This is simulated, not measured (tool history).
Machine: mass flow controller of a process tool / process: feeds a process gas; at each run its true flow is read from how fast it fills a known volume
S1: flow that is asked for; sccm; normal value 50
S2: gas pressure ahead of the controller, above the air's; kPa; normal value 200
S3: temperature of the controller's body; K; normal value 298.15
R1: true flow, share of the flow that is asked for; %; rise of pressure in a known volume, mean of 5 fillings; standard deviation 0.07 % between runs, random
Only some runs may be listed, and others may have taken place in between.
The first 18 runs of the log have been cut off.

run,hour,S1,S2,S3,R1
19,897.2,48,200,296.15,98.64
20,943.3,19,200,296.15,97.57
21,1017.2,19,200,296.15,97.52
22,1068.1,19,200,296.15,97.45
23,1145.5,38,179,306.15,97.8
24,1214,26,200,298.15,97.71
25,1279.8,80,276,303.15,99.37
26,1348.4,80,276,303.15,99.44
27,1404,91,200,308.15,98.9
28,1441.8,39,243,308.15,98.09
29,1495.9,50,200,303.15,98.25
30,1530.7,34,146,297.15,97.59
31,1565.6,54,146,296.15,98.14
32,1605.8,66,200,300.15,98.63
33,1677.3,66,200,300.15,98.64
34,1747.2,14,200,300.15,96.38
35,1823.2,64,148,298.15,98.28
36,1863.4,64,148,298.15,98.29
37,1918.9,65,216,294.15,98.94
38,1991.1,18,216,300.15,96.84

Forecast each of these 3 alternatives for the next run:
A,2059.7,18,216,302.15,?
B,2059.7,13,181,298.15,?
C,2059.7,16,191,304.15,?

run,R1
A,96.72
B,95.85
C,96.09
With no hidden state in the tool, these same runs would have given:
run,R1
A,98.98
B,98.77
C,98.57

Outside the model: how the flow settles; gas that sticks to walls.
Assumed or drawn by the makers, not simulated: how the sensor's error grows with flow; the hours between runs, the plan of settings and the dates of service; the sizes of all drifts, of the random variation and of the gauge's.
